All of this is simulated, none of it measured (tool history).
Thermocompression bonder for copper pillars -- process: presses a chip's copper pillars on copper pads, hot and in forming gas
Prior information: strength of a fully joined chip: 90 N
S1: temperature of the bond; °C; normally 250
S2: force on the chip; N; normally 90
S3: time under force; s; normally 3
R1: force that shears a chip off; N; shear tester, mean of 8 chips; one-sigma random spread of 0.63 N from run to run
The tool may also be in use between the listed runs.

run   hour   S1   S2  S3    R1
  1    0.0  250   90   3  43.5
  2   24.2  250   90   3  42.2
  3   45.8  250   70   3  34.5
  4   69.8  250   70   3  35.6
  5   87.3  250   70   3  35.4
  6  117.2  250   70   3  35.2
  7  134.6  250   90   3  41.4
  8  158.7  276   90   3  53.1
  9  178.2  250   67   3  34.8
 10  205.8  225   71   5  32.0
 11  238.7  231   78   4  33.6
 12  267.4  245   78   4  39.7
     282.8  -- forming gas filter changed
 13  289.9  245   78   4  41.8
 14  305.7  250   84   3  42.4
 15  334.2  226   78   3  30.1
 16  359.4  249   57   3  31.2
 17  379.3  249  103   2  42.4

Consider 4 possible next runs. They are alternatives, not a sequence: every one starts from the tool as it was left by run 17. What does each give?
  A  395.3  222   54   3   ?
  B  395.3  238  103   2   ?
  C  395.3  254   84   2   ?
  D  395.3  250   57   3   ?

run    R1
  A  21.2
  B  36.5
  C  37.9
  D  31.8
With the hidden condition removed and each run's random variation left untouched, the same runs would have given:
run    R1
  A  20.5
  B  35.7
  C  37.1
  D  31.1
